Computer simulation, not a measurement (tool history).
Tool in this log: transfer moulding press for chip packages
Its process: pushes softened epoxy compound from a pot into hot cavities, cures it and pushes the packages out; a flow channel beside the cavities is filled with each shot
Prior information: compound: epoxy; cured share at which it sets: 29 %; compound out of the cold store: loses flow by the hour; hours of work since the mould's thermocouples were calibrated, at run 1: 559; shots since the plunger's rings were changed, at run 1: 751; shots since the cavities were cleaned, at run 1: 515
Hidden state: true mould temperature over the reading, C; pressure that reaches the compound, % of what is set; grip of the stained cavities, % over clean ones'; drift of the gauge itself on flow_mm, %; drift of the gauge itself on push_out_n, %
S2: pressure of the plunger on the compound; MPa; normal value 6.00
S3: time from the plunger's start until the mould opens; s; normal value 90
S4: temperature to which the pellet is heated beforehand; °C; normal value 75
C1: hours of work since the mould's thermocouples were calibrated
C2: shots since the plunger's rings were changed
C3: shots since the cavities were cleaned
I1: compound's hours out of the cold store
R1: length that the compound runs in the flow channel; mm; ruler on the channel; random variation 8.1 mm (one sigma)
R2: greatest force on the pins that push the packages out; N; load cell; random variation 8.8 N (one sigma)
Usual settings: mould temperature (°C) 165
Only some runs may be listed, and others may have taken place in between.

{"run": 1, "day": 0.0, "mould temperature (°C)": 165, "S2": 6.0, "S3": 90, "S4": 75, "C1": 559, "C2": 751, "C3": 515, "I1": 36.2, "R1": 915, "R2": 715}
{"day": 1.812, "done": "cavities cleaned with cleaning compound and waxed"}
{"run": 2, "day": 2.829, "mould temperature (°C)": 165, "S2": 6.15, "S3": 90, "S4": 75, "C1": 593, "C2": 1446, "C3": 255, "I1": 14.7, "R1": 1072, "R2": 600}
{"day": 5.683, "done": "cavities cleaned with cleaning compound and waxed"}
{"run": 3, "day": 6.317, "mould temperature (°C)": 165, "S2": 6.15, "S3": 90, "S4": 75, "C1": 634, "C2": 2308, "C3": 159, "I1": 44.8, "R1": 872, "R2": 511}
{"run": 4, "day": 7.95, "mould temperature (°C)": 165, "S2": 6.15, "S3": 90, "S4": 75, "C1": 653, "C2": 2719, "C3": 570, "I1": 19.9, "R1": 1015, "R2": 721}
{"day": 9.55, "done": "cavities cleaned with cleaning compound and waxed"}
{"run": 5, "day": 10.654, "mould temperature (°C)": 165, "S2": 6.15, "S3": 78, "S4": 75, "C1": 685, "C2": 3383, "C3": 278, "I1": 28.4, "R1": 956, "R2": 696}
{"run": 6, "day": 12.517, "mould temperature (°C)": 165, "S2": 6.0, "S3": 90, "S4": 76, "C1": 707, "C2": 3852, "C3": 747, "I1": 24.9, "R1": 949, "R2": 784}
{"day": 13.617, "done": "cavities cleaned with cleaning compound and waxed"}
{"run": 7, "day": 14.512, "mould temperature (°C)": 165, "S2": 6.0, "S3": 90, "S4": 76, "C1": 730, "C2": 4337, "C3": 224, "I1": 9.4, "R1": 1055, "R2": 573}
{"day": 17.579, "done": "cavities cleaned with cleaning compound and waxed"}
{"run": 8, "day": 17.879, "mould temperature (°C)": 164, "S2": 6.0, "S3": 90, "S4": 75, "C1": 770, "C2": 5168, "C3": 75, "I1": 40.3, "R1": 843, "R2": 469}
{"day": 19.504, "done": "plunger's sealing rings changed"}
{"run": 9, "day": 20.9, "mould temperature (°C)": 164, "S2": 6.0, "S3": 90, "S4": 75, "C1": 805, "C2": 352, "C3": 810, "I1": 28.7, "R1": 956, "R2": 839}
{"day": 21.642, "done": "cavities cleaned with cleaning compound and waxed"}
{"day": 22.071, "done": "mould's thermocouples calibrated"}
{"run": 10, "day": 23.271, "mould temperature (°C)": 164, "S2": 6.0, "S3": 90, "S4": 75, "C1": 14, "C2": 911, "C3": 389, "I1": 17.2, "R1": 1038, "R2": 657}
{"day": 25.592, "done": "cavities cleaned with cleaning compound and waxed"}
{"run": 11, "day": 26.45, "mould temperature (°C)": 164, "S2": 6.0, "S3": 90, "S4": 67, "C1": 52, "C2": 1695, "C3": 216, "I1": 20.3, "R1": 994, "R2": 598}
{"day": 29.458, "done": "cavities cleaned with cleaning compound and waxed"}
{"run": 12, "day": 29.458, "mould temperature (°C)": 157, "S2": 6.0, "S3": 90, "S4": 75, "C1": 87, "C2": 2436, "C3": 0, "I1": 44.7, "R1": 883, "R2": 614}
{"run": 13, "day": 31.792, "mould temperature (°C)": 162, "S2": 5.69, "S3": 117, "S4": 76, "C1": 115, "C2": 3023, "C3": 587, "I1": 42.7, "R1": 852, "R2": 681}
{"day": 33.367, "done": "cavities cleaned with cleaning compound and waxed"}
{"run": 14, "day": 33.821, "mould temperature (°C)": 158, "S2": 6.73, "S3": 73, "S4": 70, "C1": 138, "C2": 3517, "C3": 114, "I1": 18.5, "R1": 1091, "R2": 1178}
{"day": 37.521, "done": "cavities cleaned with cleaning compound and waxed"}
{"run": 15, "day": 37.521, "mould temperature (°C)": 165, "S2": 5.7, "S3": 90, "S4": 71, "C1": 182, "C2": 4433, "C3": 1, "I1": 12.3, "R1": 1006, "R2": 410}
{"run": 16, "day": 39.954, "mould temperature (°C)": 165, "S2": 6.03, "S3": 90, "S4": 75, "C1": 211, "C2": 5044, "C3": 612, "I1": 10.7, "R1": 1026, "R2": 724}
{"day": 41.483, "done": "cavities cleaned with cleaning compound and waxed"}
{"day": 42.188, "done": "plunger's sealing rings changed"}
{"run": 17, "day": 42.188, "mould temperature (°C)": 172, "S2": 6.0, "S3": 76, "S4": 76, "C1": 236, "C2": 0, "C3": 151, "I1": 25.5, "R1": 950, "R2": 445}
{"day": 45.45, "done": "cavities cleaned with cleaning compound and waxed"}
{"run": 18, "day": 46.238, "mould temperature (°C)": 167, "S2": 6.0, "S3": 76, "S4": 76, "C1": 283, "C2": 1002, "C3": 197, "I1": 8.4, "R1": 1079, "R2": 584}
{"run": 19, "day": 48.921, "mould temperature (°C)": 167, "S2": 6.0, "S3": 76, "S4": 76, "C1": 315, "C2": 1678, "C3": 873, "I1": 19.2, "R1": 993, "R2": 915}
{"day": 49.408, "done": "cavities cleaned with cleaning compound and waxed"}
{"run": 20, "day": 50.896, "mould temperature (°C)": 165, "S2": 5.35, "S3": 113, "S4": 74, "C1": 338, "C2": 2158, "C3": 374, "I1": 42.2, "R1": 811, "R2": 563}
{"run": 21, "day": 52.992, "mould temperature (°C)": 165, "S2": 5.35, "S3": 113, "S4": 74, "C1": 363, "C2": 2686, "C3": 902, "I1": 26.1, "R1": 907, "R2": 737}
{"day": 53.275, "done": "cavities cleaned with cleaning compound and waxed"}
{"run": 22, "day": 55.408, "mould temperature (°C)": 173, "S2": 4.88, "S3": 130, "S4": 74, "C1": 392, "C2": 3277, "C3": 536, "I1": 13.9, "R1": 902, "R2": 614}

Each row is a separate what-if for the run after 22, all from the same tool condition, not one after another. Results?
{"day": 57.233, "done": "cavities cleaned with cleaning compound and waxed"}
{"run": "A", "day": 59.15, "mould temperature (°C)": 173, "S2": 4.88, "S3": 80, "S4": 74, "C1": 436, "C2": 4203, "C3": 482, "I1": 43.8, "R1": "?", "R2": "?"}
{"day": 57.233, "done": "cavities cleaned with cleaning compound and waxed"}
{"run": "B", "day": 59.15, "mould temperature (°C)": 167, "S2": 4.88, "S3": 130, "S4": 70, "C1": 436, "C2": 4203, "C3": 482, "I1": 41.1, "R1": "?", "R2": "?"}
{"day": 57.233, "done": "cavities cleaned with cleaning compound and waxed"}
{"run": "C", "day": 59.15, "mould temperature (°C)": 165, "S2": 5.91, "S3": 102, "S4": 75, "C1": 436, "C2": 4203, "C3": 482, "I1": 17.2, "R1": "?", "R2": "?"}
{"day": 57.233, "done": "cavities cleaned with cleaning compound and waxed"}
{"run": "D", "day": 59.15, "mould temperature (°C)": 173, "S2": 6.75, "S3": 130, "S4": 74, "C1": 436, "C2": 4203, "C3": 482, "I1": 38.4, "R1": "?", "R2": "?"}

run=A R1=734 R2=586
run=B R1=760 R2=580
run=C R1=980 R2=627
run=D R1=892 R2=615
What these runs would have given with no unlogged condition in the tool:
run=A R1=766 R2=347
run=B R1=792 R2=342
run=C R1=1022 R2=369
run=D R1=930 R2=362
